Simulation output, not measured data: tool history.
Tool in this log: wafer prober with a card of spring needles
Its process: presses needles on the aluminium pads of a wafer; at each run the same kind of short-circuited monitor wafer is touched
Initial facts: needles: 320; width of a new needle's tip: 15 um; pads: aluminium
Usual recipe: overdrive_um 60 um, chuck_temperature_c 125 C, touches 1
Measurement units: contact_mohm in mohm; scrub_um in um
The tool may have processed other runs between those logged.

{"run": 1, "day": 0.0, "overdrive_um": 60, "chuck_temperature_c": 125, "touches": 1, "contact_mohm": 248, "scrub_um": 14.23}
{"run": 2, "day": 0.517, "overdrive_um": 60, "chuck_temperature_c": 125, "touches": 1, "contact_mohm": 242, "scrub_um": 14.25}
{"run": 3, "day": 1.15, "overdrive_um": 60, "chuck_temperature_c": 125, "touches": 1, "contact_mohm": 256, "scrub_um": 13.93}
{"run": 4, "day": 1.454, "overdrive_um": 60, "chuck_temperature_c": 125, "touches": 1, "contact_mohm": 214, "scrub_um": 13.89}
{"run": 5, "day": 1.975, "overdrive_um": 60, "chuck_temperature_c": 125, "touches": 1, "contact_mohm": 206, "scrub_um": 14.12}
{"run": 6, "day": 2.654, "overdrive_um": 60, "chuck_temperature_c": 125, "touches": 1, "contact_mohm": 233, "scrub_um": 14.27}
{"run": 7, "day": 3.112, "overdrive_um": 60, "chuck_temperature_c": 125, "touches": 1, "contact_mohm": 205, "scrub_um": 14.01}
{"run": 8, "day": 3.533, "overdrive_um": 60, "chuck_temperature_c": 125, "touches": 3, "contact_mohm": 199, "scrub_um": 13.81}
{"run": 9, "day": 4.138, "overdrive_um": 60, "chuck_temperature_c": 125, "touches": 3, "contact_mohm": 170, "scrub_um": 13.99}
{"run": 10, "day": 4.504, "overdrive_um": 60, "chuck_temperature_c": 125, "touches": 3, "contact_mohm": 198, "scrub_um": 14.02}
{"run": 11, "day": 4.825, "overdrive_um": 60, "chuck_temperature_c": 125, "touches": 3, "contact_mohm": 180, "scrub_um": 13.99}
{"run": 12, "day": 5.146, "overdrive_um": 60, "chuck_temperature_c": 125, "touches": 3, "contact_mohm": 198, "scrub_um": 13.96}
{"run": 13, "day": 5.646, "overdrive_um": 60, "chuck_temperature_c": 125, "touches": 3, "contact_mohm": 199, "scrub_um": 14.0}
{"run": 14, "day": 5.975, "overdrive_um": 79, "chuck_temperature_c": 125, "touches": 1, "contact_mohm": 201, "scrub_um": 18.33}
{"run": 15, "day": 6.65, "overdrive_um": 55, "chuck_temperature_c": 125, "touches": 1, "contact_mohm": 254, "scrub_um": 12.89}
{"run": 16, "day": 7.3, "overdrive_um": 55, "chuck_temperature_c": 125, "touches": 2, "contact_mohm": 222, "scrub_um": 12.69}
{"run": 17, "day": 8.0, "overdrive_um": 65, "chuck_temperature_c": 43, "touches": 2, "contact_mohm": 207, "scrub_um": 15.04}
{"run": 18, "day": 8.696, "overdrive_um": 65, "chuck_temperature_c": 43, "touches": 2, "contact_mohm": 157, "scrub_um": 14.96}
{"run": 19, "day": 9.288, "overdrive_um": 78, "chuck_temperature_c": 62, "touches": 2, "contact_mohm": 158, "scrub_um": 18.13}
{"run": 20, "day": 9.783, "overdrive_um": 49, "chuck_temperature_c": 49, "touches": 2, "contact_mohm": 261, "scrub_um": 11.03}
{"run": 21, "day": 10.075, "overdrive_um": 55, "chuck_temperature_c": 49, "touches": 2, "contact_mohm": 215, "scrub_um": 12.47}
{"run": 22, "day": 10.562, "overdrive_um": 55, "chuck_temperature_c": 49, "touches": 2, "contact_mohm": 202, "scrub_um": 12.69}
{"run": 23, "day": 11.029, "overdrive_um": 70, "chuck_temperature_c": 37, "touches": 1, "contact_mohm": 190, "scrub_um": 16.43}
{"run": 24, "day": 11.592, "overdrive_um": 44, "chuck_temperature_c": 34, "touches": 2, "contact_mohm": 192, "scrub_um": 11.05}
{"run": 25, "day": 12.138, "overdrive_um": 44, "chuck_temperature_c": 34, "touches": 2, "contact_mohm": 196, "scrub_um": 10.84}
{"run": 26, "day": 12.554, "overdrive_um": 49, "chuck_temperature_c": 32, "touches": 2, "contact_mohm": 245, "scrub_um": 12.12}
{"run": 27, "day": 13.112, "overdrive_um": 56, "chuck_temperature_c": 32, "touches": 2, "contact_mohm": 225, "scrub_um": 13.57}
{"run": 28, "day": 13.762, "overdrive_um": 72, "chuck_temperature_c": 48, "touches": 1, "contact_mohm": 173, "scrub_um": 17.58}
{"run": 29, "day": 14.421, "overdrive_um": 52, "chuck_temperature_c": 78, "touches": 1, "contact_mohm": 238, "scrub_um": 12.61}
{"run": 30, "day": 15.046, "overdrive_um": 53, "chuck_temperature_c": 66, "touches": 1, "contact_mohm": 253, "scrub_um": 12.96}
{"run": 31, "day": 15.525, "overdrive_um": 57, "chuck_temperature_c": 66, "touches": 2, "contact_mohm": 195, "scrub_um": 13.46}
{"run": 32, "day": 15.904, "overdrive_um": 57, "chuck_temperature_c": 66, "touches": 2, "contact_mohm": 229, "scrub_um": 13.67}

Between the runs listed above, the log contained 29 entries, not reproduced here. Where in the sequence does each belong, and how does what the log doesn't record of the tool's condition differ from the listed run before to the listed run after?
After run 1, before run 2: tips cleaned on abrasive film (day 0.217)
  debris on the tips, nm: 133.3 -> 129.3; way that the needles fall short of the set height, um: 2.08 -> 2.19; tips' diameter, um: 15.73 -> 15.77
  what was measured, less what the result would be without the hidden state, contact_mohm: +84 -> +81 mohm; scrub_um: -0.51 -> -0.54 um
After run 2, before run 3: tips cleaned on abrasive film (day 0.758)
  debris on the tips, nm: 129.3 -> 141.9; way that the needles fall short of the set height, um: 2.19 -> 2.31; tips' diameter, um: 15.77 -> 15.81
  what was measured, less what the result would be without the hidden state, contact_mohm: +81 -> +91 mohm; scrub_um: -0.54 -> -0.57 um
After run 3, before run 4: tips cleaned on abrasive film (day 1.317)
  debris on the tips, nm: 141.9 -> 79.9; way that the needles fall short of the set height, um: 2.31 -> 2.38; tips' diameter, um: 15.81 -> 15.83
  what was measured, less what the result would be without the hidden state, contact_mohm: +91 -> +51 mohm; scrub_um: -0.57 -> -0.58 um
After run 4, before run 5: tips cleaned on abrasive film (day 1.862)
  debris on the tips, nm: 79.9 -> 68; way that the needles fall short of the set height, um: 2.38 -> 2.45; tips' diameter, um: 15.83 -> 15.86
  what was measured, less what the result would be without the hidden state, contact_mohm: +51 -> +44 mohm; scrub_um: -0.58 -> -0.60 um
After run 5, before run 6: tips cleaned on abrasive film (day 2.450)
  debris on the tips, nm: 68 -> 107.2; way that the needles fall short of the set height, um: 2.45 -> 2.52; tips' diameter, um: 15.86 -> 15.88
  what was measured, less what the result would be without the hidden state, contact_mohm: +44 -> +69 mohm; scrub_um: -0.60 -> -0.62 um
After run 6, before run 7: tips cleaned on abrasive film (day 3.008)
  debris on the tips, nm: 107.2 -> 67.9; way that the needles fall short of the set height, um: 2.52 -> 2.62; tips' diameter, um: 15.88 -> 15.92
  what was measured, less what the result would be without the hidden state, contact_mohm: +69 -> +44 mohm; scrub_um: -0.62 -> -0.64 um
After run 8, before run 9: tips cleaned on abrasive film (day 3.600); tips cleaned on abrasive film (day 4.138)
  debris on the tips, nm: 160.2 -> 18.1; way that the needles fall short of the set height, um: 2.62 -> 2.82; tips' diameter, um: 15.92 -> 15.99
  what was measured, less what the result would be without the hidden state, contact_mohm: +38 -> +6 mohm; scrub_um: -0.64 -> -0.69 um
After run 10, before run 11: tips cleaned on abrasive film (day 4.679)
  debris on the tips, nm: 142.2 -> 78; way that the needles fall short of the set height, um: 2.82 -> 2.92; tips' diameter, um: 15.99 -> 16.02
  what was measured, less what the result would be without the hidden state, contact_mohm: +34 -> +19 mohm; scrub_um: -0.69 -> -0.72 um
After run 12, before run 13: tips cleaned on abrasive film (day 5.250)
  debris on the tips, nm: 148.3 -> 137.7; way that the needles fall short of the set height, um: 2.92 -> 3.03; tips' diameter, um: 16.02 -> 16.06
  what was measured, less what the result would be without the hidden state, contact_mohm: +36 -> +34 mohm; scrub_um: -0.72 -> -0.74 um
After run 13, before run 14: tips cleaned on abrasive film (day 5.792)
  debris on the tips, nm: 137.7 -> 96.2; way that the needles fall short of the set height, um: 3.03 -> 3.13; tips' diameter, um: 16.06 -> 16.1
  what was measured, less what the result would be without the hidden state, contact_mohm: +34 -> +40 mohm; scrub_um: -0.74 -> -0.76 um
After run 14, before run 15: tips cleaned on abrasive film (day 6.379)
  debris on the tips, nm: 96.2 -> 116.4; way that the needles fall short of the set height, um: 3.13 -> 3.23; tips' diameter, um: 16.1 -> 16.13
  what was measured, less what the result would be without the hidden state, contact_mohm: +40 -> +91 mohm; scrub_um: -0.76 -> -0.80 um
After run 15, before run 16: tips cleaned on abrasive film (day 6.971)
  debris on the tips, nm: 116.4 -> 130.9; way that the needles fall short of the set height, um: 3.23 -> 3.34; tips' diameter, um: 16.13 -> 16.17
  what was measured, less what the result would be without the hidden state, contact_mohm: +91 -> +62 mohm; scrub_um: -0.80 -> -0.81 um
After run 16, before run 17: tips cleaned on abrasive film (day 7.554)
  debris on the tips, nm: 130.9 -> 146.4; way that the needles fall short of the set height, um: 3.34 -> 3.43; tips' diameter, um: 16.17 -> 16.2
  what was measured, less what the result would be without the hidden state, contact_mohm: +62 -> +59 mohm; scrub_um: -0.81 -> -0.85 um
After run 17, before run 18: tips cleaned on abrasive film (day 8.100); tips cleaned on abrasive film (day 8.683)
  debris on the tips, nm: 146.4 -> 15.4; way that the needles fall short of the set height, um: 3.43 -> 3.59; tips' diameter, um: 16.2 -> 16.26
  what was measured, less what the result would be without the hidden state, contact_mohm: +59 -> +8 mohm; scrub_um: -0.85 -> -0.88 um
After run 18, before run 19: tips cleaned on abrasive film (day 9.254)
  debris on the tips, nm: 15.4 -> 30.7; way that the needles fall short of the set height, um: 3.59 -> 3.7; tips' diameter, um: 16.26 -> 16.3
  what was measured, less what the result would be without the hidden state, contact_mohm: +8 -> +10 mohm; scrub_um: -0.88 -> -0.90 um
After run 20, before run 21: tips cleaned on abrasive film (day 9.833)
  debris on the tips, nm: 160.4 -> 113.3; way that the needles fall short of the set height, um: 3.7 -> 3.77; tips' diameter, um: 16.3 -> 16.32
  what was measured, less what the result would be without the hidden state, contact_mohm: +109 -> +63 mohm; scrub_um: -0.89 -> -0.92 um
After run 21, before run 22: tips cleaned on abrasive film (day 10.375)
  debris on the tips, nm: 113.3 -> 98; way that the needles fall short of the set height, um: 3.77 -> 3.84; tips' diameter, um: 16.32 -> 16.34
  what was measured, less what the result would be without the hidden state, contact_mohm: +63 -> +55 mohm; scrub_um: -0.92 -> -0.94 um
After run 22, before run 23: tips cleaned on abrasive film (day 10.917)
  debris on the tips, nm: 98 -> 71.4; way that the needles fall short of the set height, um: 3.84 -> 3.92; tips' diameter, um: 16.34 -> 16.37
  what was measured, less what the result would be without the hidden state, contact_mohm: +55 -> +44 mohm; scrub_um: -0.94 -> -0.98 um
After run 23, before run 24: tips cleaned on abrasive film (day 11.488); height of the first contact set anew (day 11.500)
  debris on the tips, nm: 71.4 -> 53.5; way that the needles fall short of the set height, um: 3.92 -> 0; tips' diameter, um: 16.37 -> 16.41
  what was measured, less what the result would be without the hidden state, contact_mohm: +44 -> +40 mohm; scrub_um: -0.98 -> +0.00 um
After run 24, before run 25: tips cleaned on abrasive film (day 12.046)
  debris on the tips, nm: 53.5 -> 61; way that the needles fall short of the set height, um: 0 -> 0.07; tips' diameter, um: 16.41 -> 16.44
  what was measured, less what the result would be without the hidden state, contact_mohm: +40 -> +45 mohm; scrub_um: +0.00 -> -0.02 um
After run 26, before run 27: tips cleaned on abrasive film (day 12.617)
  debris on the tips, nm: 154.9 -> 155.2; way that the needles fall short of the set height, um: 0.07 -> 0.18; tips' diameter, um: 16.44 -> 16.48
  what was measured, less what the result would be without the hidden state, contact_mohm: +95 -> +77 mohm; scrub_um: -0.02 -> -0.04 um
After run 27, before run 28: tips cleaned on abrasive film (day 13.162); tips cleaned on abrasive film (day 13.700)
  debris on the tips, nm: 155.2 -> 47.3; way that the needles fall short of the set height, um: 0.18 -> 0.38; tips' diameter, um: 16.48 -> 16.55
  what was measured, less what the result would be without the hidden state, contact_mohm: +77 -> +26 mohm; scrub_um: -0.04 -> -0.10 um
After run 28, before run 29: tips cleaned on abrasive film (day 14.242)
  debris on the tips, nm: 47.3 -> 94.2; way that the needles fall short of the set height, um: 0.38 -> 0.46; tips' diameter, um: 16.55 -> 16.58
  what was measured, less what the result would be without the hidden state, contact_mohm: +26 -> +84 mohm; scrub_um: -0.10 -> -0.11 um
After run 29, before run 30: tips cleaned on abrasive film (day 14.808)
  debris on the tips, nm: 94.2 -> 108.1; way that the needles fall short of the set height, um: 0.46 -> 0.54; tips' diameter, um: 16.58 -> 16.6
  what was measured, less what the result would be without the hidden state, contact_mohm: +84 -> +96 mohm; scrub_um: -0.11 -> -0.13 um
After run 30, before run 31: tips cleaned on abrasive film (day 15.379)
  debris on the tips, nm: 108.1 -> 86.4; way that the needles fall short of the set height, um: 0.54 -> 0.66; tips' diameter, um: 16.6 -> 16.65
  what was measured, less what the result would be without the hidden state, contact_mohm: +96 -> +42 mohm; scrub_um: -0.13 -> -0.16 um

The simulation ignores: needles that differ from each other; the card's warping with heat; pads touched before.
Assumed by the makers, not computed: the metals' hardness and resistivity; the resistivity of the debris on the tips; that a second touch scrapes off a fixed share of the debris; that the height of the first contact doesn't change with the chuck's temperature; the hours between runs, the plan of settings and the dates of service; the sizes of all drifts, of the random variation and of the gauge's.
